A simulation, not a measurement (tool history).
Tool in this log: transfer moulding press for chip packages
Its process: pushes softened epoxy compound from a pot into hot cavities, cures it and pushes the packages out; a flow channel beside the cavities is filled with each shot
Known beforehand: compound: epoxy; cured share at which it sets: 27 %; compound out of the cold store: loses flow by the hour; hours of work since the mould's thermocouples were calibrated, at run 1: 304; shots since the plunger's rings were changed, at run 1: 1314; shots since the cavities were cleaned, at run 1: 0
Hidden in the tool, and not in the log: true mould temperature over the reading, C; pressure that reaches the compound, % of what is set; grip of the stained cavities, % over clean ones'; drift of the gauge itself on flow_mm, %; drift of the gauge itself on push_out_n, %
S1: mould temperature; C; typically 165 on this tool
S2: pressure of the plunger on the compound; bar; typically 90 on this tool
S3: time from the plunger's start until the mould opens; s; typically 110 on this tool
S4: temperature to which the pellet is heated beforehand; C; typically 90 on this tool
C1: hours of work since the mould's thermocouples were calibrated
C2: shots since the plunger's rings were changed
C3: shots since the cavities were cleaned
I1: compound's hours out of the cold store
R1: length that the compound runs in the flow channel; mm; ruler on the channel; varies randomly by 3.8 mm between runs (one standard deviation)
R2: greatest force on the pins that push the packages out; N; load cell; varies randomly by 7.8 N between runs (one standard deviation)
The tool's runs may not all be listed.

run 1 hour=0 | S1=165 S2=90 S3=110 S4=90 | C1=304 C2=1314 C3=0 | I1=40.6 | R1=857 R2=327
run 2 hour=7.6 | S1=165 S2=90 S3=110 S4=90 | C1=309 C2=1404 C3=90 | I1=22.7 | R1=943 R2=359
run 3 hour=16.1 | S1=165 S2=90 S3=110 S4=90 | C1=315 C2=1505 C3=191 | I1=39.7 | R1=860 R2=391
run 4 hour=28.2 | S1=165 S2=90 S3=110 S4=96 | C1=324 C2=1648 C3=334 | I1=47.7 | R1=830 R2=404
run 5 hour=38.3 | S1=165 S2=90 S3=110 S4=96 | C1=331 C2=1767 C3=453 | I1=35.1 | R1=885 R2=428
run 6 hour=48.5 | S1=165 S2=90 S3=110 S4=96 | C1=338 C2=1888 C3=574 | I1=40.7 | R1=859 R2=472
run 7 hour=64 | S1=165 S2=90 S3=110 S4=90 | C1=349 C2=2071 C3=757 | I1=20.7 | R1=949 R2=533
run 8 hour=71.7 | S1=165 S2=90 S3=110 S4=90 | C1=354 C2=2163 C3=849 | I1=41.5 | R1=851 R2=491
-- hour=79.9 cavities cleaned with cleaning compound and waxed
run 9 hour=85.8 | S1=165 S2=90 S3=110 S4=90 | C1=363 C2=2311 C3=70 | I1=15.5 | R1=976 R2=367
run 10 hour=94.5 | S1=165 S2=90 S3=124 S4=90 | C1=369 C2=2415 C3=174 | I1=19.8 | R1=944 R2=355
run 11 hour=108.1 | S1=165 S2=90 S3=110 S4=82 | C1=378 C2=2575 C3=334 | I1=47.9 | R1=824 R2=407
run 12 hour=115.5 | S1=165 S2=90 S3=110 S4=82 | C1=384 C2=2664 C3=423 | I1=14.6 | R1=964 R2=460
run 13 hour=128.8 | S1=168 S2=90 S3=110 S4=90 | C1=393 C2=2821 C3=580 | I1=13 | R1=960 R2=429
run 14 hour=139.2 | S1=165 S2=90 S3=110 S4=90 | C1=400 C2=2944 C3=703 | I1=36.7 | R1=865 R2=472
run 15 hour=152.3 | S1=165 S2=108.1 S3=110 S4=86 | C1=409 C2=3099 C3=858 | I1=29.7 | R1=986 R2=520
-- hour=159.7 cavities cleaned with cleaning compound and waxed
run 16 hour=168.6 | S1=165 S2=90 S3=101 S4=90 | C1=420 C2=3274 C3=106 | I1=18.7 | R1=941 R2=413
run 17 hour=183.6 | S1=158 S2=70.3 S3=91 S4=90 | C1=430 C2=3451 C3=283 | I1=16.6 | R1=883 R2=969
run 18 hour=191.8 | S1=167 S2=90 S3=102 S4=90 | C1=436 C2=3548 C3=380 | I1=43.6 | R1=820 R2=431
run 19 hour=199.8 | S1=168 S2=80.3 S3=121 S4=81 | C1=442 C2=3643 C3=475 | I1=11.5 | R1=894 R2=397
run 20 hour=215.6 | S1=165 S2=90 S3=103 S4=90 | C1=453 C2=3830 C3=662 | I1=16.2 | R1=945 R2=528
run 21 hour=230.7 | S1=158 S2=103.5 S3=110 S4=84 | C1=463 C2=4009 C3=841 | I1=20.7 | R1=1040 R2=806
-- hour=239.4 cavities cleaned with cleaning compound and waxed
run 22 hour=246.2 | S1=166 S2=93 S3=141 S4=93 | C1=473 C2=4175 C3=82 | I1=25.9 | R1=910 R2=313
run 23 hour=261.8 | S1=165 S2=81.7 S3=91 S4=88 | C1=484 C2=4359 C3=266 | I1=36 | R1=813 R2=544
run 24 hour=279 | S1=165 S2=81.7 S3=91 S4=88 | C1=496 C2=4562 C3=469 | I1=25.4 | R1=857 R2=583
-- hour=284.2 plunger's sealing rings changed
run 25 hour=291.4 | S1=165 S2=68.4 S3=131 S4=90 | C1=503 C2=85 C3=586 | I1=17.8 | R1=852 R2=422
run 26 hour=307.5 | S1=169 S2=68.4 S3=97 S4=80 | C1=514 C2=276 C3=777 | I1=20.8 | R1=818 R2=490
run 27 hour=317.6 | S1=169 S2=68.4 S3=97 S4=80 | C1=521 C2=395 C3=896 | I1=17.6 | R1=830 R2=486
-- hour=321.7 cavities cleaned with cleaning compound and waxed
run 28 hour=328.5 | S1=165 S2=70.1 S3=121 S4=86 | C1=528 C2=507 C3=81 | I1=23.2 | R1=836 R2=325

Some steps in R1 between neighbouring runs. How much of each would the tool show without its hidden state too (settings, what came in, random variation), and how much is left for the hidden state, with any gauge scatter that isn't in both results?
Run 11 -> 12: nothing adjusted, nothing logged. R1 +140 mm: hidden state -5, all else +145.
Run 20 -> 21: S1 165 -> 158, S2 90 -> 103.5, S3 103 -> 110, S4 90 -> 84. R1 +95 mm: hidden state -7, all else +102.
Run 21 -> 22: S1 158 -> 166, S2 103.5 -> 93, S3 110 -> 141, S4 84 -> 93, cavities cleaned with cleaning compound and waxed. R1 -130 mm: hidden state +5, all else -135.
Run 24 -> 25: S2 81.7 -> 68.4, S3 91 -> 131, S4 88 -> 90, plunger's sealing rings changed. R1 -5 mm: hidden state +38, all else -43.
